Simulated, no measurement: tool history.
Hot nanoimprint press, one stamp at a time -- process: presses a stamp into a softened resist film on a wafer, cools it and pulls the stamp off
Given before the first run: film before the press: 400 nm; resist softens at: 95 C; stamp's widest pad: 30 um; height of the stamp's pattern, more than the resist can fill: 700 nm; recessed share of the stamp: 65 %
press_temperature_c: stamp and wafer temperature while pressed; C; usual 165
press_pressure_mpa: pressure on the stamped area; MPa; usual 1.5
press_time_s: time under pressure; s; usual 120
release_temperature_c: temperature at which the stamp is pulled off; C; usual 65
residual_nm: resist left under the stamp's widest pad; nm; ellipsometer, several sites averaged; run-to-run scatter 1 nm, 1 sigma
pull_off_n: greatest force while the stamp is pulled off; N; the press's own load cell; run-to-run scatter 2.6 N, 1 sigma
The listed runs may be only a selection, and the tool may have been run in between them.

{"run": 1, "hour": 0.0, "press_temperature_c": 165, "press_pressure_mpa": 1.5, "press_time_s": 120, "release_temperature_c": 65, "residual_nm": 206.7, "pull_off_n": 118}
{"run": 2, "hour": 29.5, "press_temperature_c": 165, "press_pressure_mpa": 1.5, "press_time_s": 120, "release_temperature_c": 65, "residual_nm": 205.4, "pull_off_n": 122}
{"run": 3, "hour": 52.4, "press_temperature_c": 165, "press_pressure_mpa": 1.5, "press_time_s": 120, "release_temperature_c": 65, "residual_nm": 208.5, "pull_off_n": 123}
{"run": 4, "hour": 81.0, "press_temperature_c": 165, "press_pressure_mpa": 1.5, "press_time_s": 120, "release_temperature_c": 65, "residual_nm": 208.4, "pull_off_n": 121}
{"run": 5, "hour": 117.5, "press_temperature_c": 165, "press_pressure_mpa": 1.5, "press_time_s": 120, "release_temperature_c": 65, "residual_nm": 206.9, "pull_off_n": 125}
{"run": 6, "hour": 164.4, "press_temperature_c": 165, "press_pressure_mpa": 1.5, "press_time_s": 120, "release_temperature_c": 64, "residual_nm": 205.7, "pull_off_n": 124}
{"run": 7, "hour": 207.4, "press_temperature_c": 165, "press_pressure_mpa": 1.5, "press_time_s": 120, "release_temperature_c": 64, "residual_nm": 206.4, "pull_off_n": 127}
{"run": 8, "hour": 251.5, "press_temperature_c": 165, "press_pressure_mpa": 1.5, "press_time_s": 120, "release_temperature_c": 70, "residual_nm": 208.1, "pull_off_n": 109}
{"run": 9, "hour": 286.1, "press_temperature_c": 165, "press_pressure_mpa": 1.5, "press_time_s": 120, "release_temperature_c": 70, "residual_nm": 207.3, "pull_off_n": 107}
{"run": 10, "hour": 308.9, "press_temperature_c": 165, "press_pressure_mpa": 1.5, "press_time_s": 120, "release_temperature_c": 52, "residual_nm": 206.1, "pull_off_n": 163}
{"run": 11, "hour": 334.0, "press_temperature_c": 165, "press_pressure_mpa": 0.94, "press_time_s": 120, "release_temperature_c": 65, "residual_nm": 242.4, "pull_off_n": 124}
{"run": 12, "hour": 358.3, "press_temperature_c": 165, "press_pressure_mpa": 1.5, "press_time_s": 173, "release_temperature_c": 65, "residual_nm": 177.3, "pull_off_n": 122}
{"run": 13, "hour": 395.2, "press_temperature_c": 165, "press_pressure_mpa": 1.5, "press_time_s": 173, "release_temperature_c": 65, "residual_nm": 177.9, "pull_off_n": 120}
{"run": 14, "hour": 418.1, "press_temperature_c": 160, "press_pressure_mpa": 1.5, "press_time_s": 173, "release_temperature_c": 65, "residual_nm": 235.8, "pull_off_n": 123}
{"run": 15, "hour": 452.9, "press_temperature_c": 160, "press_pressure_mpa": 1.94, "press_time_s": 173, "release_temperature_c": 65, "residual_nm": 213.5, "pull_off_n": 118}
{"hour": 468.1, "done": "plate thermocouple calibrated"}
{"run": 16, "hour": 476.0, "press_temperature_c": 160, "press_pressure_mpa": 1.58, "press_time_s": 173, "release_temperature_c": 63, "residual_nm": 230.8, "pull_off_n": 126}
{"run": 17, "hour": 518.7, "press_temperature_c": 160, "press_pressure_mpa": 1.58, "press_time_s": 173, "release_temperature_c": 63, "residual_nm": 228.1, "pull_off_n": 129}
{"run": 18, "hour": 551.4, "press_temperature_c": 160, "press_pressure_mpa": 1.58, "press_time_s": 173, "release_temperature_c": 63, "residual_nm": 230.1, "pull_off_n": 132}
{"run": 19, "hour": 596.5, "press_temperature_c": 160, "press_pressure_mpa": 1.58, "press_time_s": 173, "release_temperature_c": 63, "residual_nm": 229.3, "pull_off_n": 130}
{"run": 20, "hour": 634.2, "press_temperature_c": 172, "press_pressure_mpa": 1.74, "press_time_s": 113, "release_temperature_c": 52, "residual_nm": 132.8, "pull_off_n": 164}
{"run": 21, "hour": 678.9, "press_temperature_c": 165, "press_pressure_mpa": 1.51, "press_time_s": 62, "release_temperature_c": 64, "residual_nm": 254, "pull_off_n": 125}
{"run": 22, "hour": 701.3, "press_temperature_c": 173, "press_pressure_mpa": 1.79, "press_time_s": 120, "release_temperature_c": 65, "residual_nm": 120.8, "pull_off_n": 127}
{"run": 23, "hour": 732.2, "press_temperature_c": 173, "press_pressure_mpa": 1.79, "press_time_s": 120, "release_temperature_c": 65, "residual_nm": 120.6, "pull_off_n": 120}
{"hour": 762.4, "done": "stamp cleaned and given a new release coat"}
{"run": 24, "hour": 764.5, "press_temperature_c": 173, "press_pressure_mpa": 1.79, "press_time_s": 236, "release_temperature_c": 58, "residual_nm": 87.6, "pull_off_n": 143}
{"run": 25, "hour": 794.2, "press_temperature_c": 173, "press_pressure_mpa": 1.79, "press_time_s": 236, "release_temperature_c": 58, "residual_nm": 87.7, "pull_off_n": 143}
{"run": 26, "hour": 826.3, "press_temperature_c": 173, "press_pressure_mpa": 1.79, "press_time_s": 236, "release_temperature_c": 58, "residual_nm": 88.8, "pull_off_n": 138}
{"run": 27, "hour": 846.4, "press_temperature_c": 173, "press_pressure_mpa": 1.79, "press_time_s": 236, "release_temperature_c": 58, "residual_nm": 88.8, "pull_off_n": 151}
{"run": 28, "hour": 881.3, "press_temperature_c": 165, "press_pressure_mpa": 1.2, "press_time_s": 99, "release_temperature_c": 73, "residual_nm": 235.5, "pull_off_n": 96}
{"run": 29, "hour": 903.1, "press_temperature_c": 175, "press_pressure_mpa": 1.5, "press_time_s": 120, "release_temperature_c": 50, "residual_nm": 115.1, "pull_off_n": 165}
{"run": 30, "hour": 932.2, "press_temperature_c": 175, "press_pressure_mpa": 1.5, "press_time_s": 120, "release_temperature_c": 50, "residual_nm": 115.2, "pull_off_n": 166}

Consider 3 possible next runs. They are alternatives, not a sequence: every one starts from the tool as it was left by run 30. What does each give?
{"run": "A", "hour": 967.4, "press_temperature_c": 165, "press_pressure_mpa": 1.5, "press_time_s": 63, "release_temperature_c": 53, "residual_nm": "?", "pull_off_n": "?"}
{"run": "B", "hour": 967.4, "press_temperature_c": 175, "press_pressure_mpa": 1.5, "press_time_s": 62, "release_temperature_c": 71, "residual_nm": "?", "pull_off_n": "?"}
{"run": "C", "hour": 967.4, "press_temperature_c": 165, "press_pressure_mpa": 1.5, "press_time_s": 99, "release_temperature_c": 65, "residual_nm": "?", "pull_off_n": "?"}

run=A residual_nm=250.2 pull_off_n=160
run=B residual_nm=154 pull_off_n=105
run=C residual_nm=218.7 pull_off_n=118
Without the tool's unlogged condition, the same runs would have read:
run=A residual_nm=255 pull_off_n=159
run=B residual_nm=156.9 pull_off_n=105
run=C residual_nm=222.8 pull_off_n=117

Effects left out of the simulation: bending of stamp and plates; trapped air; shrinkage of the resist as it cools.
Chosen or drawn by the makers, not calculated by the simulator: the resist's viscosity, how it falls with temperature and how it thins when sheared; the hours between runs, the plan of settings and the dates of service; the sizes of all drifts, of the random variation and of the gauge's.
